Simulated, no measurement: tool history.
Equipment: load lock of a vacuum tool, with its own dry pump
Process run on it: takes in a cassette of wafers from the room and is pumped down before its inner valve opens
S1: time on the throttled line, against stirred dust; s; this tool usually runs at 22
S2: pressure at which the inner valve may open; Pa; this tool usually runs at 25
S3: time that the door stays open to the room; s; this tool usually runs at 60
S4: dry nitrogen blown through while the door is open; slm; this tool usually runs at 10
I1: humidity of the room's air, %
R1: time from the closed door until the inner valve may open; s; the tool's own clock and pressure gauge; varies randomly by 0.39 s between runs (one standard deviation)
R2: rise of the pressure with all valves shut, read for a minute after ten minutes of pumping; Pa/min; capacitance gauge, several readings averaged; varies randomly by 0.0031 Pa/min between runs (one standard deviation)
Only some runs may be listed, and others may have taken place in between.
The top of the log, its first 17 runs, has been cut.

Run 18, hour 1535.2: usual settings; I1 43.3. Result: R1 42.1 s, R2 0.14 Pa/min.
Run 19, hour 1597.5: usual settings; I1 45.8. Result: R1 42.4 s, R2 0.142 Pa/min.
Run 20, hour 1710.7: usual settings; I1 42.7. Result: R1 42.8 s, R2 0.142 Pa/min.
Run 21, hour 1832.1: usual settings but S1 11 s, S2 31 Pa, S3 39 s; I1 46.1. Result: R1 33.1 s, R2 0.133 Pa/min.
Run 22, hour 1937.1: usual settings but S1 31 s, S2 21 Pa, S3 39 s, S4 19 slm; I1 43.4. Result: R1 49.2 s, R2 0.108 Pa/min.
Run 23, hour 2043.4: usual settings but S1 17 s, S2 41 Pa, S3 39 s, S4 19 slm; I1 43.8. Result: R1 37.4 s, R2 0.115 Pa/min.
Run 24, hour 2111.9: usual settings but S3 147 s, S4 20 slm; I1 43.3. Result: R1 42.1 s, R2 0.166 Pa/min.
Run 25, hour 2180.4: usual settings but S1 16 s, S2 26 Pa, S3 147 s, S4 21 slm; I1 44.5. Result: R1 38.1 s, R2 0.168 Pa/min.
Run 26, hour 2267.4: usual settings but S1 19 s; I1 46.1. Result: R1 40.5 s, R2 0.156 Pa/min.
Run 27, hour 2350.3: usual settings but S1 19 s; I1 43.8. Result: R1 40.8 s, R2 0.16 Pa/min.
Run 28, hour 2470.7: usual settings but S3 75 s, S4 7 slm; I1 45.8. Result: R1 41.8 s, R2 0.182 Pa/min.
Run 29, hour 2533.2: usual settings but S2 42 Pa, S4 35 slm; I1 44. Result: R1 40.7 s, R2 0.121 Pa/min.
Run 30, hour 2655.8: usual settings but S2 27 Pa; I1 43.1. Result: R1 42.5 s, R2 0.15 Pa/min.
Run 31, hour 2772.9: usual settings but S1 42 s, S2 34 Pa, S3 43 s, S4 31 slm; I1 45. Result: R1 56.4 s, R2 0.116 Pa/min.
Run 32, hour 2836.4: usual settings but S2 21 Pa, S3 61 s, S4 25 slm; I1 47.7. Result: R1 43.6 s, R2 0.138 Pa/min.
Run 33, hour 2958.5: usual settings but S3 27 s; I1 44. Result: R1 42.9 s, R2 0.132 Pa/min.
Run 34, hour 3065.3: usual settings but S1 12 s, S2 44 Pa; I1 43.8. Result: R1 33.7 s, R2 0.165 Pa/min.
Run 35, hour 3153.1: usual settings but S1 12 s, S2 21 Pa, S3 83 s; I1 46.5. Result: R1 36.2 s, R2 0.185 Pa/min.
Run 36, hour 3263.2: usual settings but S3 57 s, S4 7 slm; I1 47.6. Result: R1 42.8 s, R2 0.174 Pa/min.
Run 37, hour 3369.2: usual settings but S1 12 s, S2 27 Pa, S3 33 s, S4 9 slm; I1 45.3. Result: R1 35.8 s, R2 0.147 Pa/min.

Predict each of these 3 candidate next runs independently; none follows another, all start after run 37:
Run A, hour 3487.4: usual settings but S3 50 s, S4 16 slm; I1 47. Result: R1 ?, R2 ?.
Run B, hour 3487.4: usual settings but S1 12 s, S2 20 Pa, S3 33 s, S4 9 slm; I1 45. Result: R1 ?, R2 ?.
Run C, hour 3487.4: usual settings but S1 19 s, S2 27 Pa, S3 33 s, S4 9 slm; I1 45.9. Result: R1 ?, R2 ?.

run    R1     R2
  A  42.9   0.16
  B  36.6  0.143
  C  39.9  0.148
Take away the tool's hidden state, keep each run's random variation, and the runs would have read:
run    R1     R2
  A  41.6  0.081
  B  35.2  0.066
  C  38.7  0.069
